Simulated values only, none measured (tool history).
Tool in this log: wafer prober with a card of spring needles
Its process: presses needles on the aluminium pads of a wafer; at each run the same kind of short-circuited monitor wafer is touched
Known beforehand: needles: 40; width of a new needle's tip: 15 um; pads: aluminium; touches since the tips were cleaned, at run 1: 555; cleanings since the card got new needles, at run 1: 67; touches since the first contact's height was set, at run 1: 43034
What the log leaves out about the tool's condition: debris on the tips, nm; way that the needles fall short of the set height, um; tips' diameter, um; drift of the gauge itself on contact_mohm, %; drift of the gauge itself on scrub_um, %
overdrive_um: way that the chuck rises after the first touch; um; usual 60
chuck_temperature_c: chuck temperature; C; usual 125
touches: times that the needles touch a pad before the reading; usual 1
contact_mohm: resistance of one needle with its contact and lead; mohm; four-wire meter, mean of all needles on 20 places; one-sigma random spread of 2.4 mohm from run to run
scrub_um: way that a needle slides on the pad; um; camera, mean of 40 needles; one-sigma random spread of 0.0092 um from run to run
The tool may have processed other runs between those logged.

run   hour  overdrive_um  chuck_temperature_c  touches  touches since the tips were cleaned  cleanings since the card got new needles  touches since the first contact's height was set  contact_mohm  scrub_um
  1      0            60                  125        1                                  555                                        67                                             43034           268     12.52
      23.8  -- tips cleaned on abrasive film
      54.7  -- tips cleaned on abrasive film
  2   59.7            60                  125        1                                 1279                                        69                                             58242           268    12.539
      80.6  -- tips cleaned on abrasive film
     107.8  -- tips cleaned on abrasive film
     137.3  -- tips cleaned on abrasive film
  3  137.3            60                  125        1                                    0                                        72                                             77983           271    12.528
     166.3  -- tips cleaned on abrasive film
  4  181.2            60                  125        1                                 3817                                        73                                             89179           269    12.548
     192.2  -- tips cleaned on abrasive film
     217.9  -- tips cleaned on abrasive film
  5    238            60                  107        1                                 5136                                        75                                            103636           267    12.568
     247.4  -- tips cleaned on abrasive film
     279.3  -- tips cleaned on abrasive film
  6  299.2            60                  107        1                                 5088                                        77                                            119223           265     12.58
     305.7  -- tips cleaned on abrasive film
     335.5  -- tips cleaned on abrasive film
  7  336.7            60                  107        1                                  312                                        79                                            128741           266     12.58
     365.1  -- tips cleaned on abrasive film
     393.2  -- tips cleaned on abrasive film
  8  393.2            60                  107        1                                    0                                        81                                            143127           266    12.589
     423.5  -- tips cleaned on abrasive film
  9  442.9            60                  125        1                                 4964                                        82                                            155810           272    12.598
     452.3  -- tips cleaned on abrasive film
     456.3  -- height of the first contact set anew
     479.3  -- tips cleaned on abrasive film
 10    492            60                  125        2                                 3239                                        84                                              9076           269    12.607
     509.2  -- tips cleaned on abrasive film
     536.2  -- tips cleaned on abrasive film
 11  543.5            60                  125        1                                 1859                                        86                                             22196           275    12.614
     567.1  -- tips cleaned on abrasive film
     594.5  -- tips cleaned on abrasive film
 12  619.1            60                  125        1                                 6278                                        88                                             41460           276     12.64
     625.6  -- tips cleaned on abrasive film
     656.4  -- tips cleaned on abrasive film
     684.3  -- tips cleaned on abrasive film
 13  697.5            60                  125        1                                 3354                                        91                                             61397           273    12.653
       713  -- tips cleaned on abrasive film
     738.7  -- tips cleaned on abrasive film
 14    761            60                   40        1                                 5697                                        93                                             77568           244    12.661

Estimate the outcome of run 15 from the log above:
     766.7  -- tips cleaned on abrasive film
     792.8  -- tips cleaned on abrasive film
     813.6  -- gauge calibrated
     820.1  -- tips cleaned on abrasive film
 15  833.6            60                  125        1                                 3452                                        96                                             96052             ?         ?

contact_mohm: 270 mohm
scrub_um: 12.54 um
Minus the tool's unlogged condition, the same run would have read contact_mohm 270 mohm, scrub_um 12.536 um.

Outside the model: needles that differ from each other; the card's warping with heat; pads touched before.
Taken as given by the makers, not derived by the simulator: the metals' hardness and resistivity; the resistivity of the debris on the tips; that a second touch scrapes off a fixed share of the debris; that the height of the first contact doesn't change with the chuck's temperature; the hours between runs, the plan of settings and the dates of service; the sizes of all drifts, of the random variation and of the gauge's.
